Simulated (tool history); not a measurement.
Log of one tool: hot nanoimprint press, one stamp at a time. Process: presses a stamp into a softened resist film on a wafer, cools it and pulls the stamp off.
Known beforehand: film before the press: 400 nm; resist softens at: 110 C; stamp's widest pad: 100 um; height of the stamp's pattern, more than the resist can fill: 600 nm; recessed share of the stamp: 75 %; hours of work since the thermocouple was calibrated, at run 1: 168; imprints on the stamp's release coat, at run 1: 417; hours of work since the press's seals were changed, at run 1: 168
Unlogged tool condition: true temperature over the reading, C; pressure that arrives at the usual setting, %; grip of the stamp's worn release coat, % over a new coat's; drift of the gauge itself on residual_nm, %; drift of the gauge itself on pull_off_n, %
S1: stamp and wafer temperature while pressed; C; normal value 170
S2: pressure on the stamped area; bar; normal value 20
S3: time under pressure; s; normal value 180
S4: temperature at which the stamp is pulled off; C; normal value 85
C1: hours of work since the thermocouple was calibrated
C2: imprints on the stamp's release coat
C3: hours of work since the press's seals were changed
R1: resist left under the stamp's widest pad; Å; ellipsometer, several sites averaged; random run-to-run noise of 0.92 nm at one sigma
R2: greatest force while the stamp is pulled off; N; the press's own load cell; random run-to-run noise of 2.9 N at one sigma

| run | hour | S1 | S2 | S3 | S4 | C1 | C2 | C3 | R1 | R2 |
|---|---|---|---|---|---|---|---|---|---|---|
| 1 | 0 | 170 | 20 | 180 | 85 | 168 | 417 | 168 | 1989 | 171 |
| 2 | 14.3 | 170 | 20 | 180 | 85 | 176 | 448 | 176 | 1986 | 175 |
| 3 | 26.2 | 170 | 20 | 180 | 85 | 183 | 474 | 183 | 2011 | 172 |
| 4 | 41.6 | 170 | 20 | 234 | 85 | 192 | 507 | 192 | 1790 | 178 |
| 5 | 56.2 | 170 | 20 | 234 | 85 | 200 | 539 | 200 | 1805 | 176 |
| 6 | 72 | 170 | 20 | 180 | 91 | 209 | 574 | 209 | 1995 | 147 |
| 7 | 80 | 170 | 20 | 180 | 85 | 213 | 591 | 213 | 2003 | 181 |
| 8 | 91.3 | 170 | 26.1 | 180 | 85 | 219 | 616 | 219 | 1797 | 178 |
| 9 | 106.5 | 170 | 26.1 | 180 | 85 | 228 | 649 | 228 | 1807 | 174 |
| 10 | 121.2 | 170 | 26.1 | 180 | 85 | 236 | 681 | 236 | 1793 | 166 |
| 11 | 134.2 | 170 | 26.1 | 180 | 85 | 244 | 709 | 244 | 1802 | 175 |
| 12 | 151.4 | 170 | 20 | 180 | 86 | 253 | 747 | 253 | 2003 | 174 |
| 13 | 161.2 | 170 | 20 | 180 | 86 | 259 | 768 | 259 | 1996 | 170 |
| 14 | 176.8 | 170 | 20 | 180 | 86 | 268 | 802 | 268 | 1994 | 176 |
| 15 | 185.1 | 170 | 20 | 180 | 86 | 272 | 820 | 272 | 1997 | 173 |
| 16 | 199.2 | 168 | 16.8 | 161 | 72 | 280 | 851 | 280 | 2445 | 234 |
| 17 | 215 | 170 | 20 | 336 | 85 | 289 | 886 | 289 | 1570 | 176 |
| 18 | 230.3 | 170 | 15.8 | 299 | 85 | 298 | 919 | 298 | 1821 | 181 |
| 19 | 240.1 | 169 | 15.8 | 294 | 85 | 303 | 940 | 303 | 1946 | 174 |
| 20 | 253.6 | 158 | 15.8 | 115 | 85 | 311 | 970 | 311 | 3667 | 177 |
| 21 | 265.7 | 179 | 17.8 | 180 | 85 | 317 | 996 | 317 | 1286 | 177 |
| 22 | 278.2 | 173 | 20 | 185 | 74 | 324 | 1023 | 324 | 1680 | 224 |
| 23 | 290.5 | 167 | 19.5 | 196 | 91 | 331 | 1050 | 331 | 2317 | 152 |
| 24 | 305.2 | 159 | 14.6 | 125 | 77 | 340 | 1082 | 340 | 3623 | 207 |
| 25 | 322.1 | 158 | 15.1 | 208 | 85 | 349 | 1119 | 349 | 3473 | 169 |
| 26 | 332.3 | 158 | 21.5 | 208 | 81 | 355 | 1141 | 355 | 3285 | 187 |
| 27 | 349.2 | 174 | 20 | 180 | 83 | 364 | 1178 | 364 | 1638 | 185 |
| 28 | 358.3 | 174 | 15.8 | 180 | 84 | 369 | 1198 | 369 | 1791 | 176 |
| 29 | 365.3 | 174 | 15.8 | 180 | 84 | 373 | 1213 | 373 | 1791 | 180 |

Hidden state or all else? Some run-to-run changes of R1, split into what the settings, what came in and random variation would give without the hidden state, and what is left for the hidden state (with any gauge scatter that isn't in both results):
Run 19 -> 20: S1 169 -> 158, S3 294 -> 115. R1 +1721 Å: hidden state +28, all else +1693.
Run 20 -> 21: S1 158 -> 179, S2 15.8 -> 17.8, S3 115 -> 180. R1 -2381 Å: hidden state -36, all else -2345.
Run 26 -> 27: S1 158 -> 174, S2 21.5 -> 20, S3 208 -> 180, S4 81 -> 83. R1 -1647 Å: hidden state -33, all else -1614.
